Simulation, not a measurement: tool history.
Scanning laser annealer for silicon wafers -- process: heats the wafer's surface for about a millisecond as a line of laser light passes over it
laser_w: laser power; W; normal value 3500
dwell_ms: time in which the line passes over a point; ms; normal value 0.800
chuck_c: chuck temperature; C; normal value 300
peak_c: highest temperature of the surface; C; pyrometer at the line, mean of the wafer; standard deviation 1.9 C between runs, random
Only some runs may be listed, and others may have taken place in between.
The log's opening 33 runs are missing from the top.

run	day	laser_w	dwell_ms	chuck_c	hours of work since the window was cleaned	hours of work since the power meter was calibrated	hours of work since the optics were aligned	peak_c
34	14.229	3045	0.728	328	89	524	1145	949
35	14.862	3045	0.728	328	98	533	1154	950
36	15.308	3045	0.728	328	104	539	1160	951
37	15.917	3264	0.649	300	112	547	1169	941
38	16.175	3264	0.649	300	116	551	1172	937
39	16.738	3264	0.649	300	124	559	1180	938
40	17.179	3253	0.800	332	130	565	1186	1042
41	17.667	3291	0.749	292	136	571	1192	987

Alternative continuations, all from the tool just after run 41; predict every row:
A	18.050	3525	0.787	300	142	577	1198	?
B	18.050	3486	0.898	296	142	577	1198	?
C	18.050	3236	0.864	310	142	577	1198	?
D	18.050	3343	0.845	265	142	577	1198	?

run	peak_c
A	1081
B	1120
C	1044
D	1020
The same runs, with their run-to-run variation unchanged, on a tool lacking any hidden condition would have given:
run	peak_c
A	1114
B	1155
C	1075
D	1052
